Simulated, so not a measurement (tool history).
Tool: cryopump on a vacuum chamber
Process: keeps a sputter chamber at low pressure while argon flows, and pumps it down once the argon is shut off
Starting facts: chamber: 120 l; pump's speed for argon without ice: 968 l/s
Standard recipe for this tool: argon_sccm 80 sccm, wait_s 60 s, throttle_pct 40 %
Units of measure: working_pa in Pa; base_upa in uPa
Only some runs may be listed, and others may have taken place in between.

run 1 hour=0.0 | argon_sccm=80 wait_s=60 throttle_pct=40 | working_pa=0.3625 base_upa=4.98
run 2 hour=17.4 | argon_sccm=80 wait_s=60 throttle_pct=40 | working_pa=0.3624 base_upa=5.00
run 3 hour=32.9 | argon_sccm=64 wait_s=60 throttle_pct=40 | working_pa=0.2919 base_upa=4.99
run 4 hour=43.2 | argon_sccm=64 wait_s=60 throttle_pct=40 | working_pa=0.2920 base_upa=4.90
run 5 hour=63.2 | argon_sccm=45 wait_s=60 throttle_pct=40 | working_pa=0.2054 base_upa=5.01
run 6 hour=83.4 | argon_sccm=80 wait_s=60 throttle_pct=40 | working_pa=0.3653 base_upa=5.11
run 7 hour=103.9 | argon_sccm=80 wait_s=60 throttle_pct=40 | working_pa=0.3668 base_upa=5.14
run 8 hour=120.4 | argon_sccm=80 wait_s=60 throttle_pct=28 | working_pa=0.5162 base_upa=5.06
run 9 hour=136.1 | argon_sccm=80 wait_s=60 throttle_pct=40 | working_pa=0.3676 base_upa=5.12
run 10 hour=150.4 | argon_sccm=80 wait_s=60 throttle_pct=18 | working_pa=0.7944 base_upa=5.15
run 11 hour=172.4 | argon_sccm=80 wait_s=60 throttle_pct=18 | working_pa=0.7978 base_upa=5.25
run 12 hour=188.6 | argon_sccm=80 wait_s=60 throttle_pct=18 | working_pa=0.7938 base_upa=5.13
run 13 hour=208.9 | argon_sccm=80 wait_s=60 throttle_pct=18 | working_pa=0.7950 base_upa=5.06
-- hour=220.3 leaking fittings of the chamber tightened, without venting
run 14 hour=221.8 | argon_sccm=80 wait_s=60 throttle_pct=18 | working_pa=0.7902 base_upa=1.79
run 15 hour=234.0 | argon_sccm=59 wait_s=60 throttle_pct=18 | working_pa=0.5882 base_upa=1.78
run 16 hour=255.4 | argon_sccm=59 wait_s=60 throttle_pct=18 | working_pa=0.5886 base_upa=1.84
run 17 hour=265.3 | argon_sccm=80 wait_s=39 throttle_pct=22 | working_pa=0.6532 base_upa=2.58
run 18 hour=286.5 | argon_sccm=39 wait_s=60 throttle_pct=21 | working_pa=0.3342 base_upa=1.82
run 19 hour=298.1 | argon_sccm=54 wait_s=76 throttle_pct=16 | working_pa=0.6040 base_upa=1.59
run 20 hour=308.3 | argon_sccm=54 wait_s=76 throttle_pct=16 | working_pa=0.6043 base_upa=1.56
run 21 hour=327.3 | argon_sccm=54 wait_s=34 throttle_pct=16 | working_pa=0.6052 base_upa=2.93
run 22 hour=347.3 | argon_sccm=106 wait_s=65 throttle_pct=19 | working_pa=1.0037 base_upa=1.77
run 23 hour=364.8 | argon_sccm=106 wait_s=65 throttle_pct=19 | working_pa=0.9980 base_upa=1.80
run 24 hour=376.2 | argon_sccm=127 wait_s=137 throttle_pct=17 | working_pa=1.3366 base_upa=1.14
run 25 hour=396.6 | argon_sccm=56 wait_s=193 throttle_pct=23 | working_pa=0.4397 base_upa=0.98
run 26 hour=411.2 | argon_sccm=42 wait_s=60 throttle_pct=53 | working_pa=0.1521 base_upa=1.95
run 27 hour=427.6 | argon_sccm=72 wait_s=47 throttle_pct=22 | working_pa=0.5928 base_upa=2.37
run 28 hour=445.0 | argon_sccm=72 wait_s=157 throttle_pct=50 | working_pa=0.2737 base_upa=1.15
run 29 hour=461.7 | argon_sccm=80 wait_s=25 throttle_pct=18 | working_pa=0.8061 base_upa=3.88
run 30 hour=471.6 | argon_sccm=80 wait_s=60 throttle_pct=23 | working_pa=0.6333 base_upa=2.00

Per-run results on a tool with no hidden state, each run keeping its own random variation:
Hidden conditions of the tool in this case: pump's speed, % of a pump's without ice; cold plate's temperature, K; leak into the chamber, uPa l/s; drift of the gauge itself on working_pa, %; drift of the gauge itself on base_upa, %.
run=1 working_pa=0.3488 base_upa=1.72
run=2 working_pa=0.3483 base_upa=1.74
run=3 working_pa=0.2803 base_upa=1.72
run=4 working_pa=0.2802 base_upa=1.67
run=5 working_pa=0.1969 base_upa=1.74
run=6 working_pa=0.3495 base_upa=1.74
run=7 working_pa=0.3505 base_upa=1.75
run=8 working_pa=0.4996 base_upa=1.70
run=9 working_pa=0.3506 base_upa=1.70
run=10 working_pa=0.7770 base_upa=1.71
run=11 working_pa=0.7798 base_upa=1.75
run=12 working_pa=0.7755 base_upa=1.70
run=13 working_pa=0.7761 base_upa=1.64
run=14 working_pa=0.7712 base_upa=1.71
run=15 working_pa=0.5739 base_upa=1.68
run=16 working_pa=0.5739 base_upa=1.73
run=17 working_pa=0.6331 base_upa=2.46
run=18 working_pa=0.3241 base_upa=1.69
run=19 working_pa=0.5898 base_upa=1.44
run=20 working_pa=0.5899 base_upa=1.41
run=21 working_pa=0.5904 base_upa=2.76
run=22 working_pa=0.9741 base_upa=1.58
run=23 working_pa=0.9679 base_upa=1.60
run=24 working_pa=1.3000 base_upa=0.92
run=25 working_pa=0.4231 base_upa=0.75
run=26 working_pa=0.1394 base_upa=1.70
run=27 working_pa=0.5708 base_upa=2.11
run=28 working_pa=0.2512 base_upa=0.87
run=29 working_pa=0.7805 base_upa=3.60
run=30 working_pa=0.6076 base_upa=1.71
